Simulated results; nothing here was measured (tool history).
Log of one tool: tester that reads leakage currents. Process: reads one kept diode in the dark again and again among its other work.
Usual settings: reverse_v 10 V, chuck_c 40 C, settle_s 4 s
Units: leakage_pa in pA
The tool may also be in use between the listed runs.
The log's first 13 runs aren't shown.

run	day	reverse_v	chuck_c	settle_s	leakage_pa
14	65.488	10	40	0.66	38.25
15	71.871	10	40	0.66	38.77
16	77.196	10	40	0.66	39.27
17	80.396	10	31	0.66	22
18	84.621	18.8	23	4.45	19.48
19	90.717	18.8	44	5.31	69.5
20	95.267	18.8	44	5.31	69.55
# day 101.4: chuck's temperature calibrated
21	101.488	18.8	44	5.31	76.65
22	108.708	3.4	40	5.31	25.84
23	112.308	3.4	40	5.31	25.87
# day 114.875: tester calibrated
24	115.483	3.4	40	5.31	26.2
25	121.742	10	25	3.01	19.98
26	127.504	10	47	0.43	72.27
27	131.404	13.8	40	4	55.06
28	135.017	13.8	40	4	55.69
29	138.342	7.3	40	1.15	39.79
30	145.712	4.4	23	0.91	11.91
31	150.692	4.4	23	0.91	12.08
32	158.238	8.9	40	4	45.05

4 ways to go on from here, each from the tool as it stands after run 32. What would each give?
A	165.454	10	40	0.92	?
B	165.454	1.8	21	4	?
C	165.454	10	40	2.32	?
D	165.454	8.9	21	4	?

run	leakage_pa
A	49.17
B	6.11
C	48.7
D	19.32
Without the tool's hidden state the same runs would have given:
run	leakage_pa
A	39.09
B	4.11
C	38.58
D	8.36
